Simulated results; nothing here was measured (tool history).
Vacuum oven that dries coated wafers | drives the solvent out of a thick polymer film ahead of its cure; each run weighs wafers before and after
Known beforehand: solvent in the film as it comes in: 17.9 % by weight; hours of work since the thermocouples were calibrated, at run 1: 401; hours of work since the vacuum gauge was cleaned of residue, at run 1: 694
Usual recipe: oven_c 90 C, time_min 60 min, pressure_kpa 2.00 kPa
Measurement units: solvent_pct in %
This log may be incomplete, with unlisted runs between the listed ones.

| run | hour | oven_c | time_min | pressure_kpa | hours of work since the thermocouples were calibrated | hours of work since the vacuum gauge was cleaned of residue | solvent_pct |
|---|---|---|---|---|---|---|---|
| 1 | 0.0 | 90 | 60 | 2.00 | 401 | 694 | 4.64 |
| 2 | 85.8 | 90 | 60 | 2.00 | 436 | 729 | 4.62 |
| 3 | 137.4 | 90 | 60 | 2.00 | 457 | 750 | 4.64 |
| 4 | 197.6 | 90 | 60 | 2.00 | 481 | 775 | 4.54 |
| 5 | 291.9 | 90 | 60 | 1.32 | 520 | 813 | 4.41 |
| 6 | 350.8 | 90 | 60 | 3.45 | 544 | 837 | 5.26 |
| 7 | 401.1 | 90 | 60 | 3.45 | 564 | 858 | 5.17 |
| 8 | 479.4 | 91 | 60 | 3.45 | 596 | 890 | 4.79 |
| 9 | 561.6 | 90 | 97 | 2.00 | 630 | 923 | 2.56 |
| 10 | 611.3 | 90 | 60 | 1.25 | 650 | 944 | 4.30 |
| 11 | 704.5 | 83 | 60 | 2.00 | 688 | 982 | 7.49 |
| 12 | 803.2 | 83 | 60 | 2.00 | 729 | 1022 | 7.50 |
| 13 | 871.7 | 83 | 60 | 2.00 | 757 | 1050 | 7.42 |
| 14 | 962.5 | 90 | 60 | 2.00 | 794 | 1087 | 4.56 |
| 15 | 1050.2 | 90 | 60 | 2.00 | 830 | 1123 | 4.64 |
| 16 | 1147.1 | 97 | 60 | 2.00 | 869 | 1162 | 2.25 |
| 17 | 1224.0 | 90 | 60 | 2.00 | 900 | 1194 | 4.66 |
| 18 | 1311.3 | 90 | 60 | 2.00 | 936 | 1229 | 4.56 |
| 19 | 1398.8 | 90 | 60 | 2.00 | 972 | 1265 | 4.73 |
| 20 | 1488.6 | 89 | 60 | 2.00 | 1009 | 1302 | 4.97 |
| 21 | 1535.5 | 90 | 60 | 2.00 | 1028 | 1321 | 4.67 |
| 22 | 1604.3 | 90 | 60 | 2.00 | 1056 | 1349 | 4.71 |
| 23 | 1660.0 | 90 | 60 | 2.00 | 1079 | 1372 | 4.63 |
| 24 | 1713.8 | 90 | 95 | 2.75 | 1101 | 1394 | 3.18 |
| 25 | 1799.0 | 90 | 95 | 2.75 | 1135 | 1429 | 3.02 |
| 26 | 1860.2 | 104 | 45 | 2.75 | 1160 | 1454 | 1.80 |
|  | 1916.4 | vacuum gauge cleaned of residue and calibrated |
| 27 | 1924.2 | 104 | 45 | 2.75 | 1186 | 3 | 1.77 |
| 28 | 2017.6 | 90 | 48 | 4.23 | 1224 | 41 | 6.53 |
| 29 | 2108.6 | 91 | 59 | 3.34 | 1261 | 78 | 4.97 |
| 30 | 2155.9 | 91 | 59 | 3.34 | 1280 | 98 | 4.93 |
| 31 | 2236.5 | 91 | 51 | 2.79 | 1313 | 131 | 5.36 |
| 32 | 2281.4 | 91 | 51 | 2.79 | 1332 | 149 | 5.32 |
| 33 | 2335.5 | 90 | 65 | 1.27 | 1354 | 171 | 3.85 |
| 34 | 2428.4 | 98 | 49 | 5.49 | 1392 | 209 | 4.10 |
| 35 | 2475.6 | 104 | 60 | 2.00 | 1411 | 228 | 0.97 |
| 36 | 2566.3 | 87 | 60 | 1.36 | 1448 | 265 | 5.58 |
| 37 | 2611.1 | 87 | 60 | 6.93 | 1466 | 284 | 8.15 |
| 38 | 2694.0 | 87 | 60 | 6.93 | 1500 | 318 | 8.07 |
| 39 | 2752.2 | 87 | 60 | 4.42 | 1524 | 341 | 6.94 |
| 40 | 2799.1 | 90 | 42 | 4.55 | 1543 | 360 | 7.25 |
| 41 | 2901.4 | 88 | 60 | 3.14 | 1585 | 402 | 5.88 |
| 42 | 2957.9 | 88 | 30 | 3.14 | 1608 | 425 | 9.31 |
| 43 | 3020.9 | 81 | 60 | 1.25 | 1634 | 451 | 7.97 |
| 44 | 3084.1 | 78 | 87 | 2.36 | 1659 | 477 | 8.06 |
| 45 | 3180.7 | 93 | 71 | 3.97 | 1699 | 516 | 3.68 |
|  | 3215.0 | oven's thermocouples calibrated |
| 46 | 3285.3 | 75 | 43 | 1.05 | 29 | 558 | 11.16 |

Entry by entry between the runs, the difference in hidden state between the last listed run before and the first listed run after:
Runs 26 to 27: vacuum gauge cleaned of residue and calibrated (hour 1916.4)
  true pressure over the reading, kPa: 0.019 -> 0
Runs 45 to 46: oven's thermocouples calibrated (hour 3215.0)
  true wafer temperature over the reading, C: -0.16 -> 0; true pressure over the reading, kPa: 0.006 -> 0.007
